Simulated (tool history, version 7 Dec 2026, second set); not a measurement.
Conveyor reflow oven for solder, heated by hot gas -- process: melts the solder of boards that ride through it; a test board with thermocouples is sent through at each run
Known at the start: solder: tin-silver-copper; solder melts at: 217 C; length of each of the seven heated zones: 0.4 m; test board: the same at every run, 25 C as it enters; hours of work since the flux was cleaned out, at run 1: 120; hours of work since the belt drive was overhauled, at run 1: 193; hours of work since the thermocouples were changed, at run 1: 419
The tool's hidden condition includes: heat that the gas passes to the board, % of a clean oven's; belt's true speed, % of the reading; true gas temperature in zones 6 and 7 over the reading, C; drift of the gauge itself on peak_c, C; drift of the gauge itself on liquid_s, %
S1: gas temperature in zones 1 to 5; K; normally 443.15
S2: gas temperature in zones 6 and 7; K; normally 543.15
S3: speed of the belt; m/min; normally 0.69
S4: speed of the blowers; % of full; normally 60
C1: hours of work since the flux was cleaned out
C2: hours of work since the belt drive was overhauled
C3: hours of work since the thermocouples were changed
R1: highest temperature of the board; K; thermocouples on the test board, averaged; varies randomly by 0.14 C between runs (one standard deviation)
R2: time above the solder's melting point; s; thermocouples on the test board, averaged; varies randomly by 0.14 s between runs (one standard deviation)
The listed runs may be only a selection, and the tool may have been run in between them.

run 1 hour=0 | S1=443.15 S2=543.15 S3=0.69 S4=60 | C1=120 C2=193 C3=419 | R1=518.85 R2=44.6
run 2 hour=17.2 | S1=443.15 S2=543.15 S3=0.69 S4=60 | C1=130 C2=204 C3=429 | R1=518.85 R2=44.7
run 3 hour=28.6 | S1=443.15 S2=543.15 S3=0.69 S4=60 | C1=137 C2=211 C3=436 | R1=518.95 R2=44.5
run 4 hour=41.7 | S1=443.15 S2=543.15 S3=0.69 S4=60 | C1=145 C2=219 C3=444 | R1=519.05 R2=44.1
run 5 hour=59.9 | S1=452.15 S2=543.15 S3=0.69 S4=60 | C1=157 C2=230 C3=456 | R1=520.85 R2=49.1
run 6 hour=73.3 | S1=443.15 S2=549.15 S3=0.69 S4=60 | C1=165 C2=239 C3=464 | R1=523.35 R2=48.1
run 7 hour=91.9 | S1=443.15 S2=549.15 S3=0.619 S4=60 | C1=176 C2=250 C3=475 | R1=527.85 R2=57.8
run 8 hour=109 | S1=443.15 S2=549.15 S3=0.619 S4=60 | C1=187 C2=261 C3=486 | R1=527.95 R2=57.7
run 9 hour=120.3 | S1=443.15 S2=549.15 S3=0.619 S4=60 | C1=194 C2=268 C3=493 | R1=527.75 R2=57.3
run 10 hour=128.8 | S1=443.15 S2=549.15 S3=0.619 S4=60 | C1=199 C2=273 C3=498 | R1=527.55 R2=57.7
run 11 hour=138 | S1=443.15 S2=543.15 S3=0.69 S4=60 | C1=205 C2=278 C3=504 | R1=518.45 R2=44
run 12 hour=154.6 | S1=443.15 S2=543.15 S3=0.69 S4=60 | C1=215 C2=289 C3=514 | R1=518.35 R2=43.6
run 13 hour=172.1 | S1=443.15 S2=543.15 S3=0.69 S4=76 | C1=226 C2=299 C3=525 | R1=522.95 R2=48.5
-- hour=178.8 flux residue cleaned out of gas plates and filters
run 14 hour=196.8 | S1=443.15 S2=543.15 S3=0.69 S4=60 | C1=11 C2=312 C3=537 | R1=519.85 R2=45.4
run 15 hour=208.8 | S1=443.15 S2=543.15 S3=0.672 S4=60 | C1=18 C2=319 C3=544 | R1=520.75 R2=47.9
run 16 hour=227.7 | S1=443.15 S2=543.15 S3=0.669 S4=60 | C1=30 C2=331 C3=556 | R1=521.05 R2=48.3
run 17 hour=244.3 | S1=428.15 S2=543.15 S3=0.675 S4=59 | C1=40 C2=341 C3=566 | R1=516.75 R2=39.9
run 18 hour=259.6 | S1=451.15 S2=543.15 S3=0.625 S4=60 | C1=50 C2=350 C3=575 | R1=524.95 R2=58.3
run 19 hour=269.6 | S1=451.15 S2=543.15 S3=0.625 S4=60 | C1=56 C2=356 C3=582 | R1=524.65 R2=58.2
run 20 hour=283.9 | S1=451.15 S2=543.15 S3=0.625 S4=60 | C1=65 C2=365 C3=590 | R1=524.55 R2=57.9
run 21 hour=292.5 | S1=457.15 S2=541.15 S3=0.55 S4=60 | C1=70 C2=370 C3=596 | R1=527.45 R2=72.6
run 22 hour=305.7 | S1=441.15 S2=541.15 S3=0.55 S4=60 | C1=78 C2=379 C3=604 | R1=525.05 R2=63.7
run 23 hour=325.4 | S1=446.15 S2=543.15 S3=0.658 S4=60 | C1=90 C2=391 C3=616 | R1=521.95 R2=50.8
run 24 hour=342.7 | S1=443.15 S2=543.15 S3=0.731 S4=53 | C1=101 C2=401 C3=627 | R1=514.25 R2=36.8
run 25 hour=359.1 | S1=456.15 S2=533.15 S3=0.651 S4=67 | C1=111 C2=411 C3=637 | R1=517.35 R2=52.5
run 26 hour=379.1 | S1=441.15 S2=550.15 S3=0.651 S4=67 | C1=123 C2=424 C3=649 | R1=528.85 R2=55.2
run 27 hour=388.4 | S1=443.15 S2=543.15 S3=0.829 S4=78 | C1=129 C2=430 C3=655 | R1=517.45 R2=35.5
run 28 hour=401.2 | S1=453.15 S2=533.15 S3=0.69 S4=60 | C1=137 C2=437 C3=663 | R1=513.05 R2=42.9
run 29 hour=421.3 | S1=438.15 S2=550.15 S3=0.72 S4=78 | C1=149 C2=450 C3=675 | R1=527.45 R2=47.9
run 30 hour=433.9 | S1=434.15 S2=543.15 S3=0.69 S4=60 | C1=157 C2=457 C3=683 | R1=516.55 R2=40.1

Across each entry between runs, compare the hidden state at the last listed run before it with the hidden state at the first listed run after it:
From run 13 to run 14: flux residue cleaned out of gas plates and filters (hour 178.8)
  heat that the gas passes to the board, % of a clean oven's: 93.6 -> 99.7; belt's true speed, % of the reading: 99.43 -> 99.41; true gas temperature in zones 6 and 7 over the reading, C: -0.86 -> -0.88
  measured minus no-state result, R1: -2.4 -> -0.6 K; R2: -1.8 -> -0.1 s
